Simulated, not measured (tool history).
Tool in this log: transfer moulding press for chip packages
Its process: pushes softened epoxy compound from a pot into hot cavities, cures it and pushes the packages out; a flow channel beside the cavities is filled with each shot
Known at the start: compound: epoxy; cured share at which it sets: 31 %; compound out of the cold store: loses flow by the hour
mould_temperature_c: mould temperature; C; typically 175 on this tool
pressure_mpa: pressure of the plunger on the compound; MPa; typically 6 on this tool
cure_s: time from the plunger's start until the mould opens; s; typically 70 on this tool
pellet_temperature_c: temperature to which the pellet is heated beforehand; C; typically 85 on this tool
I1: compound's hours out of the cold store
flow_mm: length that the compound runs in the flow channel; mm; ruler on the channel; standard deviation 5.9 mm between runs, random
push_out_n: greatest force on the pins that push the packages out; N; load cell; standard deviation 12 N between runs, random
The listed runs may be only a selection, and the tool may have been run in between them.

{"run": 1, "hour": 0.0, "mould_temperature_c": 175, "pressure_mpa": 6, "cure_s": 70, "pellet_temperature_c": 85, "I1": 9.9, "flow_mm": 867, "push_out_n": 641}
{"run": 2, "hour": 9.0, "mould_temperature_c": 175, "pressure_mpa": 6, "cure_s": 70, "pellet_temperature_c": 85, "I1": 10.2, "flow_mm": 862, "push_out_n": 833}
{"run": 3, "hour": 18.1, "mould_temperature_c": 181, "pressure_mpa": 6, "cure_s": 70, "pellet_temperature_c": 85, "I1": 27.3, "flow_mm": 747, "push_out_n": 685}
{"run": 4, "hour": 28.9, "mould_temperature_c": 181, "pressure_mpa": 6, "cure_s": 70, "pellet_temperature_c": 85, "I1": 20.6, "flow_mm": 780, "push_out_n": 714}
{"run": 5, "hour": 34.3, "mould_temperature_c": 181, "pressure_mpa": 6, "cure_s": 70, "pellet_temperature_c": 85, "I1": 35.1, "flow_mm": 703, "push_out_n": 753}
{"run": 6, "hour": 39.2, "mould_temperature_c": 181, "pressure_mpa": 6, "cure_s": 70, "pellet_temperature_c": 85, "I1": 15, "flow_mm": 804, "push_out_n": 816}
{"run": 7, "hour": 47.9, "mould_temperature_c": 181, "pressure_mpa": 6, "cure_s": 70, "pellet_temperature_c": 85, "I1": 22.4, "flow_mm": 772, "push_out_n": 802}
{"run": 8, "hour": 56.5, "mould_temperature_c": 175, "pressure_mpa": 6.15, "cure_s": 70, "pellet_temperature_c": 85, "I1": 12, "flow_mm": 840, "push_out_n": 1233}
{"run": 9, "hour": 67.8, "mould_temperature_c": 175, "pressure_mpa": 6.15, "cure_s": 70, "pellet_temperature_c": 85, "I1": 44.6, "flow_mm": 676, "push_out_n": 1019}
{"run": 10, "hour": 79.8, "mould_temperature_c": 175, "pressure_mpa": 6.15, "cure_s": 70, "pellet_temperature_c": 85, "I1": 23.9, "flow_mm": 780, "push_out_n": 789}
{"run": 11, "hour": 90.9, "mould_temperature_c": 175, "pressure_mpa": 6.15, "cure_s": 70, "pellet_temperature_c": 85, "I1": 14.4, "flow_mm": 818, "push_out_n": 1038}
{"run": 12, "hour": 95.6, "mould_temperature_c": 175, "pressure_mpa": 6.15, "cure_s": 70, "pellet_temperature_c": 85, "I1": 14.6, "flow_mm": 841, "push_out_n": 1018}
{"run": 13, "hour": 103.8, "mould_temperature_c": 175, "pressure_mpa": 6.15, "cure_s": 70, "pellet_temperature_c": 85, "I1": 42.4, "flow_mm": 671, "push_out_n": 964}
{"run": 14, "hour": 112.5, "mould_temperature_c": 175, "pressure_mpa": 6.15, "cure_s": 70, "pellet_temperature_c": 85, "I1": 40.4, "flow_mm": 690, "push_out_n": 1031}
{"run": 15, "hour": 122.7, "mould_temperature_c": 175, "pressure_mpa": 6, "cure_s": 52, "pellet_temperature_c": 85, "I1": 31.1, "flow_mm": 716, "push_out_n": 2262}
{"run": 16, "hour": 128.3, "mould_temperature_c": 182, "pressure_mpa": 5.57, "cure_s": 92, "pellet_temperature_c": 85, "I1": 46, "flow_mm": 621, "push_out_n": 629}
{"run": 17, "hour": 136.1, "mould_temperature_c": 175, "pressure_mpa": 6, "cure_s": 70, "pellet_temperature_c": 89, "I1": 9.3, "flow_mm": 847, "push_out_n": 1222}
{"run": 18, "hour": 145.8, "mould_temperature_c": 178, "pressure_mpa": 6.02, "cure_s": 106, "pellet_temperature_c": 75, "I1": 42.4, "flow_mm": 668, "push_out_n": 379}
{"run": 19, "hour": 155.2, "mould_temperature_c": 167, "pressure_mpa": 4.8, "cure_s": 87, "pellet_temperature_c": 87, "I1": 27.5, "flow_mm": 666, "push_out_n": 799}
{"run": 20, "hour": 164.7, "mould_temperature_c": 167, "pressure_mpa": 4.8, "cure_s": 87, "pellet_temperature_c": 87, "I1": 9.4, "flow_mm": 757, "push_out_n": 1023}
{"run": 21, "hour": 175.9, "mould_temperature_c": 167, "pressure_mpa": 4.95, "cure_s": 87, "pellet_temperature_c": 89, "I1": 10, "flow_mm": 769, "push_out_n": 1068}
{"run": 22, "hour": 185.0, "mould_temperature_c": 167, "pressure_mpa": 4.95, "cure_s": 109, "pellet_temperature_c": 89, "I1": 37, "flow_mm": 629, "push_out_n": 693}
{"run": 23, "hour": 194.4, "mould_temperature_c": 167, "pressure_mpa": 4.95, "cure_s": 109, "pellet_temperature_c": 85, "I1": 46, "flow_mm": 597, "push_out_n": 702}
{"run": 24, "hour": 205.0, "mould_temperature_c": 173, "pressure_mpa": 6.25, "cure_s": 51, "pellet_temperature_c": 82, "I1": 35.7, "flow_mm": 712, "push_out_n": 2542}
{"run": 25, "hour": 211.6, "mould_temperature_c": 173, "pressure_mpa": 6.25, "cure_s": 51, "pellet_temperature_c": 82, "I1": 37.4, "flow_mm": 688, "push_out_n": 2492}
{"run": 26, "hour": 219.8, "mould_temperature_c": 175, "pressure_mpa": 4.55, "cure_s": 72, "pellet_temperature_c": 78, "I1": 44.1, "flow_mm": 563, "push_out_n": 674}
{"run": 27, "hour": 230.7, "mould_temperature_c": 175, "pressure_mpa": 4.55, "cure_s": 72, "pellet_temperature_c": 78, "I1": 26, "flow_mm": 631, "push_out_n": 903}
{"run": 28, "hour": 236.7, "mould_temperature_c": 175, "pressure_mpa": 4.55, "cure_s": 72, "pellet_temperature_c": 78, "I1": 16.4, "flow_mm": 686, "push_out_n": 961}
{"run": 29, "hour": 244.4, "mould_temperature_c": 175, "pressure_mpa": 4.55, "cure_s": 72, "pellet_temperature_c": 78, "I1": 41.6, "flow_mm": 572, "push_out_n": 946}

Withheld: 3 entries from between the runs. Position of each, and hidden state at the listed run before versus the listed run after:
Between runs 9 and 10: cavities cleaned with cleaning compound and waxed (hour 71.2)
  pressure that reaches the compound, % of what is set: 93.71 -> 93.38; grip of the stained cavities, % over clean ones': 87.1 -> 33.1
  difference, measured minus the result without the unlogged condition, flow_mm: -22 -> -27 mm; push_out_n: +471 -> +193 N
Between runs 17 and 18: cavities cleaned with cleaning compound and waxed (hour 142.4)
  pressure that reaches the compound, % of what is set: 91.61 -> 91.34; grip of the stained cavities, % over clean ones': 86.6 -> 14.7
  difference, measured minus the result without the unlogged condition, flow_mm: -38 -> -31 mm; push_out_n: +559 -> +49 N
Between runs 25 and 26: cavities cleaned with cleaning compound and waxed (hour 214.1)
  true mould temperature over the reading, C: 0.17 -> 0.18; pressure that reaches the compound, % of what is set: 89.27 -> 89.06; grip of the stained cavities, % over clean ones': 87.2 -> 25.2
  difference, measured minus the result without the unlogged condition, flow_mm: -40 -> -34 mm; push_out_n: +1152 -> +130 N
